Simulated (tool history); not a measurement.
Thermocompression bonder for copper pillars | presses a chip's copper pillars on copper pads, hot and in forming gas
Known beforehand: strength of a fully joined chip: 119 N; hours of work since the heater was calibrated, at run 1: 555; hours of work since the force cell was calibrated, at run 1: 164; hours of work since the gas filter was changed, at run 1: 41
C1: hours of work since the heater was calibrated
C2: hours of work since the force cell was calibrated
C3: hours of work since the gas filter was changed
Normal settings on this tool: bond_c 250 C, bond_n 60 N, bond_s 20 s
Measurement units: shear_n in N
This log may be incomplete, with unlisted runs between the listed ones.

{"run": 1, "day": 0.0, "bond_c": 250, "bond_n": 60, "bond_s": 20, "C1": 555, "C2": 164, "C3": 41, "shear_n": 52.9}
{"run": 2, "day": 0.258, "bond_c": 250, "bond_n": 85, "bond_s": 20, "C1": 558, "C2": 167, "C3": 44, "shear_n": 66.3}
{"run": 3, "day": 0.471, "bond_c": 250, "bond_n": 85, "bond_s": 20, "C1": 560, "C2": 169, "C3": 47, "shear_n": 67.2}
{"run": 4, "day": 0.796, "bond_c": 250, "bond_n": 60, "bond_s": 20, "C1": 563, "C2": 172, "C3": 50, "shear_n": 54}
{"run": 5, "day": 1.1, "bond_c": 250, "bond_n": 60, "bond_s": 20, "C1": 567, "C2": 176, "C3": 53, "shear_n": 53.5}
{"run": 6, "day": 1.342, "bond_c": 250, "bond_n": 60, "bond_s": 20, "C1": 569, "C2": 178, "C3": 56, "shear_n": 53.8}
{"run": 7, "day": 1.733, "bond_c": 262, "bond_n": 60, "bond_s": 20, "C1": 573, "C2": 182, "C3": 60, "shear_n": 63.1}
{"run": 8, "day": 1.979, "bond_c": 250, "bond_n": 60, "bond_s": 20, "C1": 576, "C2": 185, "C3": 63, "shear_n": 53.6}
{"run": 9, "day": 2.358, "bond_c": 250, "bond_n": 60, "bond_s": 20, "C1": 580, "C2": 189, "C3": 67, "shear_n": 51.8}
{"run": 10, "day": 2.7, "bond_c": 250, "bond_n": 60, "bond_s": 48, "C1": 584, "C2": 193, "C3": 70, "shear_n": 70.7}
{"run": 11, "day": 3.1, "bond_c": 235, "bond_n": 60, "bond_s": 20, "C1": 588, "C2": 197, "C3": 75, "shear_n": 40.6}
{"run": 12, "day": 3.317, "bond_c": 235, "bond_n": 60, "bond_s": 20, "C1": 590, "C2": 199, "C3": 77, "shear_n": 41.5}
{"run": 13, "day": 3.75, "bond_c": 257, "bond_n": 60, "bond_s": 20, "C1": 595, "C2": 204, "C3": 82, "shear_n": 58.9}
{"run": 14, "day": 4.029, "bond_c": 250, "bond_n": 83, "bond_s": 20, "C1": 598, "C2": 207, "C3": 85, "shear_n": 66}
{"run": 15, "day": 4.438, "bond_c": 250, "bond_n": 83, "bond_s": 20, "C1": 602, "C2": 211, "C3": 89, "shear_n": 66.5}
{"run": 16, "day": 4.758, "bond_c": 250, "bond_n": 60, "bond_s": 20, "C1": 606, "C2": 215, "C3": 92, "shear_n": 54.1}
{"run": 17, "day": 5.225, "bond_c": 250, "bond_n": 60, "bond_s": 20, "C1": 611, "C2": 220, "C3": 97, "shear_n": 53.1}
{"run": 18, "day": 5.658, "bond_c": 250, "bond_n": 39, "bond_s": 20, "C1": 615, "C2": 224, "C3": 102, "shear_n": 38.2}
{"run": 19, "day": 5.854, "bond_c": 250, "bond_n": 60, "bond_s": 26, "C1": 617, "C2": 226, "C3": 104, "shear_n": 58}
{"run": 20, "day": 6.146, "bond_c": 250, "bond_n": 56, "bond_s": 20, "C1": 621, "C2": 229, "C3": 107, "shear_n": 51.6}
{"run": 21, "day": 6.588, "bond_c": 250, "bond_n": 45, "bond_s": 20, "C1": 625, "C2": 234, "C3": 112, "shear_n": 43.1}
{"run": 22, "day": 6.871, "bond_c": 278, "bond_n": 69, "bond_s": 45, "C1": 628, "C2": 237, "C3": 115, "shear_n": 101.3}
{"run": 23, "day": 7.121, "bond_c": 278, "bond_n": 69, "bond_s": 45, "C1": 631, "C2": 240, "C3": 118, "shear_n": 100.3}
{"run": 24, "day": 7.317, "bond_c": 270, "bond_n": 51, "bond_s": 21, "C1": 633, "C2": 242, "C3": 120, "shear_n": 64.8}
{"run": 25, "day": 7.508, "bond_c": 239, "bond_n": 46, "bond_s": 47, "C1": 635, "C2": 244, "C3": 122, "shear_n": 51.4}
{"run": 26, "day": 7.8, "bond_c": 239, "bond_n": 46, "bond_s": 47, "C1": 638, "C2": 247, "C3": 125, "shear_n": 50.3}
{"run": 27, "day": 8.242, "bond_c": 239, "bond_n": 46, "bond_s": 47, "C1": 643, "C2": 252, "C3": 130, "shear_n": 49.6}
{"run": 28, "day": 8.692, "bond_c": 262, "bond_n": 46, "bond_s": 54, "C1": 648, "C2": 257, "C3": 134, "shear_n": 75.4}
{"run": 29, "day": 9.092, "bond_c": 262, "bond_n": 46, "bond_s": 54, "C1": 652, "C2": 261, "C3": 139, "shear_n": 76.5}
{"run": 30, "day": 9.508, "bond_c": 269, "bond_n": 46, "bond_s": 54, "C1": 657, "C2": 265, "C3": 143, "shear_n": 81.6}
{"run": 31, "day": 9.708, "bond_c": 269, "bond_n": 46, "bond_s": 36, "C1": 659, "C2": 268, "C3": 145, "shear_n": 73.2}
{"run": 32, "day": 10.042, "bond_c": 238, "bond_n": 60, "bond_s": 20, "C1": 662, "C2": 271, "C3": 149, "shear_n": 43.4}
{"run": 33, "day": 10.362, "bond_c": 238, "bond_n": 60, "bond_s": 20, "C1": 666, "C2": 275, "C3": 152, "shear_n": 42}
{"run": 34, "day": 10.829, "bond_c": 238, "bond_n": 60, "bond_s": 20, "C1": 671, "C2": 280, "C3": 157, "shear_n": 43}
{"run": 35, "day": 11.242, "bond_c": 250, "bond_n": 45, "bond_s": 19, "C1": 675, "C2": 284, "C3": 162, "shear_n": 41.8}
{"run": 36, "day": 11.633, "bond_c": 250, "bond_n": 45, "bond_s": 19, "C1": 679, "C2": 288, "C3": 166, "shear_n": 41.8}
{"run": 37, "day": 12.054, "bond_c": 229, "bond_n": 37, "bond_s": 19, "C1": 684, "C2": 293, "C3": 170, "shear_n": 22.3}
{"run": 38, "day": 12.371, "bond_c": 277, "bond_n": 60, "bond_s": 29, "C1": 687, "C2": 296, "C3": 174, "shear_n": 88.4}
{"run": 39, "day": 12.654, "bond_c": 271, "bond_n": 60, "bond_s": 20, "C1": 690, "C2": 299, "C3": 177, "shear_n": 74}

Predict each of these 5 candidate next runs independently; none follows another, all start after run 39:
{"run": "A", "day": 13.008, "bond_c": 230, "bond_n": 60, "bond_s": 59, "C1": 694, "C2": 303, "C3": 181, "shear_n": "?"}
{"run": "B", "day": 13.008, "bond_c": 255, "bond_n": 85, "bond_s": 11, "C1": 694, "C2": 303, "C3": 181, "shear_n": "?"}
{"run": "C", "day": 13.008, "bond_c": 234, "bond_n": 79, "bond_s": 20, "C1": 694, "C2": 303, "C3": 181, "shear_n": "?"}
{"run": "D", "day": 13.008, "bond_c": 256, "bond_n": 59, "bond_s": 19, "C1": 694, "C2": 303, "C3": 181, "shear_n": "?"}
{"run": "E", "day": 13.008, "bond_c": 231, "bond_n": 41, "bond_s": 20, "C1": 694, "C2": 303, "C3": 181, "shear_n": "?"}

run=A shear_n=55.4
run=B shear_n=58.6
run=C shear_n=48.6
run=D shear_n=55.6
run=E shear_n=26.9
Without the tool's hidden state the same runs would have given:
run=A shear_n=55.7
run=B shear_n=58.8
run=C shear_n=48.9
run=D shear_n=55.9
run=E shear_n=27

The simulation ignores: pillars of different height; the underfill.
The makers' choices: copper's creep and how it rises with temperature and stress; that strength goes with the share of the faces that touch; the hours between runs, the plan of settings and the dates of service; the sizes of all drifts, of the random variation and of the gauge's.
